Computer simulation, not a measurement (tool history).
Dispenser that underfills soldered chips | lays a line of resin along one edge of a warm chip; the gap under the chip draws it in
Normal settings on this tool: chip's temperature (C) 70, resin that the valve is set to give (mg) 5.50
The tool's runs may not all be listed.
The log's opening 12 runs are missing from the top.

run,hour,chip's temperature (C),resin that the valve is set to give (mg),hours of work since the syringe was changed,hours of work since the valve was cleaned,hours of work since the stage was calibrated,time until the resin shows at the far edge (s),resin that the valve gave (mg)
13,85.2,70,6.01,5,32,197,118.9,5.89
# hour 86.4: new syringe of resin
14,91.9,70,6.01,4,37,202,113.5,5.88
# hour 94.5: new syringe of resin
15,97.0,59,6.01,2,41,206,155.0,5.85
# hour 102.3: new syringe of resin
16,102.3,59,6.01,0,45,210,138.4,5.85
17,108.8,64,6.01,5,50,215,156.7,5.83
# hour 110.5: new syringe of resin
18,116.5,70,6.98,5,56,221,116.2,6.74
# hour 118.4: new syringe of resin
19,124.4,81,5.97,5,62,227,78.0,5.71
# hour 126.1: new syringe of resin
20,131.4,66,5.92,4,67,232,138.5,5.72
# hour 134.3: new syringe of resin
21,138.5,74,6.34,3,72,238,92.5,6.08
# hour 142.5: new syringe of resin
22,144.9,70,5.37,2,77,242,105.5,5.12
# hour 150.3: new syringe of resin
23,152.9,70,5.37,2,83,248,104.3,5.05
24,156.6,74,7.02,5,86,251,99.9,6.65
# hour 158.1: new syringe of resin
25,161.4,61,6.99,3,90,255,148.4,6.55
# hour 166.2: new syringe of resin
26,167.0,65,7.06,1,94,259,117.8,6.59
27,172.9,70,5.50,5,99,264,128.1,5.16
# hour 174.3: new syringe of resin
28,178.7,68,5.25,3,103,268,126.6,4.92
# hour 182.2: new syringe of resin
29,188.0,68,5.25,5,110,276,130.7,4.85
# hour 189.9: new syringe of resin
30,193.7,68,5.25,3,115,280,125.5,4.86
# hour 198.1: new syringe of resin
31,201.6,68,5.25,3,121,286,117.7,4.83
# hour 205.8: new syringe of resin
# hour 206.8: dispensing valve cleaned and set on the balance
32,211.4,78,6.25,4,4,293,83.0,6.19
# hour 214.5: new syringe of resin
33,219.4,78,6.25,4,10,299,82.4,6.22
# hour 222.3: new syringe of resin
34,225.4,59,4.86,2,14,303,172.6,4.77
35,229.3,73,7.05,6,17,307,106.8,6.96

What if the next run were any one of these 3? Each begins from the tool's condition after run 35:
# hour 230.1: new syringe of resin
# hour 238.0: new syringe of resin
A,238.0,59,5.32,0,24,313,?,?
# hour 230.1: new syringe of resin
# hour 238.0: new syringe of resin
B,238.0,63,7.14,0,24,313,?,?
# hour 230.1: new syringe of resin
# hour 238.0: new syringe of resin
C,238.0,70,6.64,0,24,313,?,?

run,time until the resin shows at the far edge (s),resin that the valve gave (mg)
A,146.7,5.23
B,120.5,7.03
C,93.0,6.51
Had the tool no hidden state, the same runs would have come out as:
run,time until the resin shows at the far edge (s),resin that the valve gave (mg)
A,135.7,5.32
B,112.0,7.15
C,86.6,6.62

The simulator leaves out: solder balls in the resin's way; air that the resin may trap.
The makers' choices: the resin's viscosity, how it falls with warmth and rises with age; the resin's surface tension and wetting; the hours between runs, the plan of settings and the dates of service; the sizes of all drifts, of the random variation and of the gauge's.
